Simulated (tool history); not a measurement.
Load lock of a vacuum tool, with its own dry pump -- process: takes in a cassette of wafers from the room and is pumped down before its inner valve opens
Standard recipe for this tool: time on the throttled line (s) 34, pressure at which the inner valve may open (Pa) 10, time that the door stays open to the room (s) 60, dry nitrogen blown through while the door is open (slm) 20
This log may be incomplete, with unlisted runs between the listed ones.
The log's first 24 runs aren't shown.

run    hour  time on the throttled line (s)  pressure at which the inner valve may open (Pa)  time that the door stays open to the room (s)  dry nitrogen blown through while the door is open (slm)  incoming humidity of the room's air, %  time from the closed door until the inner valve may open (s)  rise of the pressure with all valves shut (Pa/min)
 25  4167.3                              22                                                7                                             32                                                       11                                    44.1                                                          50.1                                               0.254
 26  4375.3                              22                                                7                                             32                                                       11                                    46.9                                                          50.9                                               0.263
 27  4520.3                              22                                                7                                             32                                                       11                                    48.4                                                          49.8                                               0.258
 28  4682.1                              34                                               15                                            198                                                       11                                    45.7                                                          57.5                                               0.343
 29  4836.8                              34                                               15                                            198                                                       11                                    44.7                                                          58.1                                               0.364
 30  4959.4                              34                                               12                                            198                                                        5                                    48.0                                                          58.0                                               0.393
     5042.4  -- door's seal changed, seat wiped
 31  5183.9                              34                                                9                                             27                                                       20                                    46.5                                                          59.5                                               0.032
 32  5396.3                              34                                               20                                             60                                                       20                                    47.1                                                          57.0                                               0.047
 33  5594.4                              38                                               19                                            160                                                       23                                    46.3                                                          60.2                                               0.093
 34  5726.2                              38                                               14                                             88                                                        7                                    44.5                                                          62.4                                               0.083
 35  5890.4                              60                                               14                                             88                                                        7                                    45.4                                                          80.0                                               0.087

4 options for the next run, each taken on its own from the tool as it stands now. Forecast them:
  A  6094.0                              60                                               14                                             33                                                        7                                    43.8                                                             ?                                                   ?
  B  6094.0                              38                                                8                                             88                                                        7                                    44.3                                                             ?                                                   ?
  C  6094.0                              60                                               10                                             43                                                       18                                    45.4                                                             ?                                                   ?
  D  6094.0                              27                                               10                                             46                                                        8                                    44.3                                                             ?                                                   ?

run  time from the closed door until the inner valve may open (s)  rise of the pressure with all valves shut (Pa/min)
  A                                                          80.1                                               0.047
  B                                                          63.5                                               0.086
  C                                                          80.9                                               0.049
  D                                                          55.2                                               0.054
Without the tool's unlogged condition, the same runs would have read:
run  time from the closed door until the inner valve may open (s)  rise of the pressure with all valves shut (Pa/min)
  A                                                          77.6                                               0.040
  B                                                          60.2                                               0.078
  C                                                          78.2                                               0.042
  D                                                          51.6                                               0.047

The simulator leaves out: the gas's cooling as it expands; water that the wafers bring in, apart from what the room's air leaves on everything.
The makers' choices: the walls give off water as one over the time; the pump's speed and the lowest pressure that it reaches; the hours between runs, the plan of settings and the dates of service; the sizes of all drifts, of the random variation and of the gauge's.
